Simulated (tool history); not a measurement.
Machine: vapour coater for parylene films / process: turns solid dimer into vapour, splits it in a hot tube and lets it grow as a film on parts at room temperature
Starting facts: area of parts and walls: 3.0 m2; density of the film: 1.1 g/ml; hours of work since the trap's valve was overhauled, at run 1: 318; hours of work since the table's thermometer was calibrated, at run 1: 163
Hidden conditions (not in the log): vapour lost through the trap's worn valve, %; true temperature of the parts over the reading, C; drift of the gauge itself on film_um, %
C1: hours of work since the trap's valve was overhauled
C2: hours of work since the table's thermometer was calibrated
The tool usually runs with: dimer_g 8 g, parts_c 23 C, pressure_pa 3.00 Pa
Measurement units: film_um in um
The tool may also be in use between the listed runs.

{"run": 1, "hour": 0.0, "dimer_g": 8, "parts_c": 23, "pressure_pa": 3.0, "C1": 318, "C2": 163, "film_um": 1.897}
{"run": 2, "hour": 18.7, "dimer_g": 8, "parts_c": 23, "pressure_pa": 3.0, "C1": 329, "C2": 174, "film_um": 1.87}
{"run": 3, "hour": 47.6, "dimer_g": 8, "parts_c": 23, "pressure_pa": 4.05, "C1": 345, "C2": 191, "film_um": 1.846}
{"run": 4, "hour": 67.6, "dimer_g": 8, "parts_c": 23, "pressure_pa": 7.28, "C1": 357, "C2": 203, "film_um": 1.694}
{"run": 5, "hour": 95.3, "dimer_g": 4, "parts_c": 23, "pressure_pa": 3.0, "C1": 373, "C2": 219, "film_um": 0.947}
{"run": 6, "hour": 129.1, "dimer_g": 4, "parts_c": 23, "pressure_pa": 3.0, "C1": 393, "C2": 239, "film_um": 0.926}
{"run": 7, "hour": 155.0, "dimer_g": 4, "parts_c": 23, "pressure_pa": 3.0, "C1": 408, "C2": 254, "film_um": 0.921}
{"run": 8, "hour": 194.5, "dimer_g": 9, "parts_c": 23, "pressure_pa": 3.0, "C1": 432, "C2": 277, "film_um": 2.106}
{"run": 9, "hour": 232.3, "dimer_g": 8, "parts_c": 23, "pressure_pa": 8.43, "C1": 454, "C2": 299, "film_um": 1.646}
{"run": 10, "hour": 263.8, "dimer_g": 8, "parts_c": 23, "pressure_pa": 8.43, "C1": 472, "C2": 318, "film_um": 1.644}
{"run": 11, "hour": 290.9, "dimer_g": 8, "parts_c": 23, "pressure_pa": 5.41, "C1": 488, "C2": 334, "film_um": 1.724}
{"run": 12, "hour": 315.4, "dimer_g": 8, "parts_c": 23, "pressure_pa": 5.41, "C1": 502, "C2": 348, "film_um": 1.718}
{"run": 13, "hour": 338.8, "dimer_g": 8, "parts_c": 23, "pressure_pa": 5.41, "C1": 516, "C2": 362, "film_um": 1.712}
{"run": 14, "hour": 373.9, "dimer_g": 8, "parts_c": 23, "pressure_pa": 5.41, "C1": 537, "C2": 382, "film_um": 1.7}
{"run": 15, "hour": 403.0, "dimer_g": 8, "parts_c": 23, "pressure_pa": 5.41, "C1": 554, "C2": 399, "film_um": 1.703}
{"hour": 427.8, "done": "trap's valve overhauled"}
{"run": 16, "hour": 443.0, "dimer_g": 8, "parts_c": 23, "pressure_pa": 5.41, "C1": 9, "C2": 420, "film_um": 1.891}
{"run": 17, "hour": 467.2, "dimer_g": 8, "parts_c": 23, "pressure_pa": 5.41, "C1": 23, "C2": 435, "film_um": 1.864}
{"run": 18, "hour": 497.7, "dimer_g": 7, "parts_c": 23, "pressure_pa": 5.77, "C1": 41, "C2": 452, "film_um": 1.622}
{"run": 19, "hour": 516.7, "dimer_g": 13, "parts_c": 17, "pressure_pa": 3.0, "C1": 52, "C2": 464, "film_um": 3.82}
{"run": 20, "hour": 535.1, "dimer_g": 6, "parts_c": 23, "pressure_pa": 3.0, "C1": 63, "C2": 474, "film_um": 1.488}
{"run": 21, "hour": 574.5, "dimer_g": 6, "parts_c": 26, "pressure_pa": 5.39, "C1": 86, "C2": 497, "film_um": 1.233}
{"run": 22, "hour": 611.9, "dimer_g": 6, "parts_c": 26, "pressure_pa": 5.39, "C1": 108, "C2": 519, "film_um": 1.213}
{"run": 23, "hour": 639.2, "dimer_g": 12, "parts_c": 31, "pressure_pa": 3.0, "C1": 124, "C2": 535, "film_um": 2.116}
{"run": 24, "hour": 668.1, "dimer_g": 3, "parts_c": 21, "pressure_pa": 3.0, "C1": 141, "C2": 552, "film_um": 0.822}
{"run": 25, "hour": 686.6, "dimer_g": 8, "parts_c": 26, "pressure_pa": 7.6, "C1": 152, "C2": 563, "film_um": 1.569}
{"run": 26, "hour": 718.0, "dimer_g": 5, "parts_c": 23, "pressure_pa": 9.74, "C1": 170, "C2": 582, "film_um": 1.065}
{"run": 27, "hour": 753.5, "dimer_g": 5, "parts_c": 23, "pressure_pa": 9.92, "C1": 191, "C2": 602, "film_um": 1.06}
{"run": 28, "hour": 776.1, "dimer_g": 5, "parts_c": 23, "pressure_pa": 9.92, "C1": 204, "C2": 616, "film_um": 1.061}
{"run": 29, "hour": 800.5, "dimer_g": 7, "parts_c": 16, "pressure_pa": 4.72, "C1": 218, "C2": 630, "film_um": 2.009}
{"run": 30, "hour": 827.8, "dimer_g": 12, "parts_c": 18, "pressure_pa": 7.85, "C1": 234, "C2": 646, "film_um": 3.235}
{"run": 31, "hour": 857.3, "dimer_g": 8, "parts_c": 25, "pressure_pa": 3.0, "C1": 252, "C2": 663, "film_um": 1.787}
{"run": 32, "hour": 883.7, "dimer_g": 12, "parts_c": 26, "pressure_pa": 3.15, "C1": 267, "C2": 679, "film_um": 2.538}
{"run": 33, "hour": 903.2, "dimer_g": 5, "parts_c": 24, "pressure_pa": 3.0, "C1": 279, "C2": 690, "film_um": 1.175}

5 ways to go on from here, each from the tool as it stands after run 33. What would each give?
{"run": "A", "hour": 933.8, "dimer_g": 4, "parts_c": 30, "pressure_pa": 2.08, "C1": 297, "C2": 708, "film_um": "?"}
{"run": "B", "hour": 933.8, "dimer_g": 6, "parts_c": 23, "pressure_pa": 10.94, "C1": 297, "C2": 708, "film_um": "?"}
{"run": "C", "hour": 933.8, "dimer_g": 8, "parts_c": 23, "pressure_pa": 3.0, "C1": 297, "C2": 708, "film_um": "?"}
{"run": "D", "hour": 933.8, "dimer_g": 12, "parts_c": 23, "pressure_pa": 3.0, "C1": 297, "C2": 708, "film_um": "?"}
{"run": "E", "hour": 933.8, "dimer_g": 3, "parts_c": 27, "pressure_pa": 3.0, "C1": 297, "C2": 708, "film_um": "?"}

run=A film_um=0.735
run=B film_um=1.246
run=C film_um=1.944
run=D film_um=2.911
run=E film_um=0.621
Had the tool no hidden state, the same runs would have come out as:
run=A film_um=0.762
run=B film_um=1.291
run=C film_um=2.015
run=D film_um=3.016
run=E film_um=0.643
